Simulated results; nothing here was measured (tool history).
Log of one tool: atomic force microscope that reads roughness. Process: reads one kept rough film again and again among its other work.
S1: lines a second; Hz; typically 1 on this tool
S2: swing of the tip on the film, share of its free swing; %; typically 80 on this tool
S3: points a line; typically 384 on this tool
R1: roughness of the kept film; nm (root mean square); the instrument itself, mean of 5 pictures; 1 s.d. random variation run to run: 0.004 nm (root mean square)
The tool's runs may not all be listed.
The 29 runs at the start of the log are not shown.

run 30 hour=554.1 | S1=1.43 S2=64 S3=1016 | R1=1.174
-- hour=571.6 new tip fitted
run 31 hour=572.7 | S1=3.49 S2=75 S3=290 | R1=1.063
run 32 hour=591.9 | S1=3.49 S2=75 S3=290 | R1=1.059
run 33 hour=611.2 | S1=3.49 S2=75 S3=290 | R1=1.049
run 34 hour=623.9 | S1=3.49 S2=75 S3=290 | R1=1.058
run 35 hour=636.8 | S1=1 S2=61 S3=940 | R1=1.22
run 36 hour=656.9 | S1=1.11 S2=70 S3=940 | R1=1.186
run 37 hour=681.8 | S1=1.11 S2=70 S3=940 | R1=1.171

What if the next run were any one of these 3? Each begins from the tool's condition after run 37:
run A hour=695.1 | S1=1 S2=80 S3=682 | R1=?
run B hour=695.1 | S1=1 S2=81 S3=969 | R1=?
run C hour=695.1 | S1=1.66 S2=57 S3=384 | R1=?

run=A R1=1.146
run=B R1=1.141
run=C R1=1.184
What these runs would have given with no unlogged condition in the tool:
run=A R1=1.176
run=B R1=1.172
run=C R1=1.215

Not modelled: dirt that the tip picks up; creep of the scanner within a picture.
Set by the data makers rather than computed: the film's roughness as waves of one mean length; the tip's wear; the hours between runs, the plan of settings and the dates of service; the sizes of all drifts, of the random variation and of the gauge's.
